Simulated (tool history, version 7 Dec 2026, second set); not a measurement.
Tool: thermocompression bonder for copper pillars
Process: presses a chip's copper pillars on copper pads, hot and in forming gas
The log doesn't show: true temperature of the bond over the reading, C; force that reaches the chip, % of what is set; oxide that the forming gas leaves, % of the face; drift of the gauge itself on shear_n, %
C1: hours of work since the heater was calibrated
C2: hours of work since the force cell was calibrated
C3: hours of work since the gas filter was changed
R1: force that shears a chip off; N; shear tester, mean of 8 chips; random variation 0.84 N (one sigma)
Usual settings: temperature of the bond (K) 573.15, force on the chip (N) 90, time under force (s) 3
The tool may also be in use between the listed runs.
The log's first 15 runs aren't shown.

run 16 hour=340.9 | temperature_of_the_bond_(K)=566.15 force_on_the_chip_(N)=63 time_under_force_(s)=3 | C1=409 C2=256 C3=188 | R1=35.6
run 17 hour=358.2 | temperature_of_the_bond_(K)=573.15 force_on_the_chip_(N)=90 time_under_force_(s)=3 | C1=418 C2=265 C3=197 | R1=55.3
run 18 hour=385.8 | temperature_of_the_bond_(K)=595.15 force_on_the_chip_(N)=90 time_under_force_(s)=3 | C1=433 C2=280 C3=213 | R1=75.3
run 19 hour=403.1 | temperature_of_the_bond_(K)=595.15 force_on_the_chip_(N)=90 time_under_force_(s)=3 | C1=443 C2=290 C3=222 | R1=75.2
run 20 hour=437.1 | temperature_of_the_bond_(K)=595.15 force_on_the_chip_(N)=90 time_under_force_(s)=3 | C1=462 C2=309 C3=241 | R1=72.5
run 21 hour=458.7 | temperature_of_the_bond_(K)=595.15 force_on_the_chip_(N)=90 time_under_force_(s)=3 | C1=474 C2=320 C3=253 | R1=73.5
run 22 hour=475.7 | temperature_of_the_bond_(K)=566.15 force_on_the_chip_(N)=97 time_under_force_(s)=3 | C1=483 C2=330 C3=262 | R1=51.6
run 23 hour=498.4 | temperature_of_the_bond_(K)=573.15 force_on_the_chip_(N)=119 time_under_force_(s)=3 | C1=495 C2=342 C3=275 | R1=66.2
-- hour=513.1 forming gas filter changed
run 24 hour=526.6 | temperature_of_the_bond_(K)=573.15 force_on_the_chip_(N)=119 time_under_force_(s)=3 | C1=511 C2=358 C3=7 | R1=71.2
run 25 hour=553.5 | temperature_of_the_bond_(K)=573.15 force_on_the_chip_(N)=90 time_under_force_(s)=2 | C1=526 C2=372 C3=22 | R1=45.9
run 26 hour=576.8 | temperature_of_the_bond_(K)=573.15 force_on_the_chip_(N)=90 time_under_force_(s)=2 | C1=538 C2=385 C3=35 | R1=45.9
run 27 hour=594.3 | temperature_of_the_bond_(K)=573.15 force_on_the_chip_(N)=90 time_under_force_(s)=2 | C1=548 C2=395 C3=45 | R1=44.4
run 28 hour=624.8 | temperature_of_the_bond_(K)=573.15 force_on_the_chip_(N)=90 time_under_force_(s)=3 | C1=565 C2=412 C3=62 | R1=52.8
run 29 hour=641.9 | temperature_of_the_bond_(K)=559.15 force_on_the_chip_(N)=94 time_under_force_(s)=3 | C1=574 C2=421 C3=71 | R1=41.4
run 30 hour=675.2 | temperature_of_the_bond_(K)=559.15 force_on_the_chip_(N)=94 time_under_force_(s)=3 | C1=593 C2=439 C3=89 | R1=42.9
run 31 hour=697.4 | temperature_of_the_bond_(K)=559.15 force_on_the_chip_(N)=59 time_under_force_(s)=3 | C1=605 C2=452 C3=102 | R1=26
run 32 hour=716.3 | temperature_of_the_bond_(K)=554.15 force_on_the_chip_(N)=79 time_under_force_(s)=3 | C1=615 C2=462 C3=112 | R1=31.6
run 33 hour=734.5 | temperature_of_the_bond_(K)=594.15 force_on_the_chip_(N)=105 time_under_force_(s)=5 | C1=625 C2=472 C3=122 | R1=92.1
run 34 hour=749.9 | temperature_of_the_bond_(K)=599.15 force_on_the_chip_(N)=131 time_under_force_(s)=8 | C1=634 C2=481 C3=130 | R1=124.6
-- hour=765.1 heater calibrated with a thermocouple chip
run 35 hour=774.2 | temperature_of_the_bond_(K)=563.15 force_on_the_chip_(N)=66 time_under_force_(s)=3 | C1=5 C2=493 C3=143 | R1=40.1
run 36 hour=795.2 | temperature_of_the_bond_(K)=563.15 force_on_the_chip_(N)=66 time_under_force_(s)=3 | C1=17 C2=504 C3=154 | R1=38.7
run 37 hour=816.7 | temperature_of_the_bond_(K)=563.15 force_on_the_chip_(N)=66 time_under_force_(s)=3 | C1=28 C2=516 C3=166 | R1=39.8
run 38 hour=833.8 | temperature_of_the_bond_(K)=598.15 force_on_the_chip_(N)=66 time_under_force_(s)=3 | C1=38 C2=526 C3=176 | R1=67.8

4 ways to go on from here, each from the tool as it stands after run 38. What would each give?
run A hour=857.6 | temperature_of_the_bond_(K)=578.15 force_on_the_chip_(N)=134 time_under_force_(s)=4 | C1=51 C2=539 C3=189 | R1=?
run B hour=857.6 | temperature_of_the_bond_(K)=578.15 force_on_the_chip_(N)=111 time_under_force_(s)=8 | C1=51 C2=539 C3=189 | R1=?
run C hour=857.6 | temperature_of_the_bond_(K)=592.15 force_on_the_chip_(N)=90 time_under_force_(s)=3 | C1=51 C2=539 C3=189 | R1=?
run D hour=857.6 | temperature_of_the_bond_(K)=557.15 force_on_the_chip_(N)=60 time_under_force_(s)=5 | C1=51 C2=539 C3=189 | R1=?

run=A R1=97.4
run=B R1=105
run=C R1=79.2
run=D R1=39.6
Without the tool's hidden state the same runs would have given:
run=A R1=106.2
run=B R1=113.7
run=C R1=87.1
run=D R1=44.7

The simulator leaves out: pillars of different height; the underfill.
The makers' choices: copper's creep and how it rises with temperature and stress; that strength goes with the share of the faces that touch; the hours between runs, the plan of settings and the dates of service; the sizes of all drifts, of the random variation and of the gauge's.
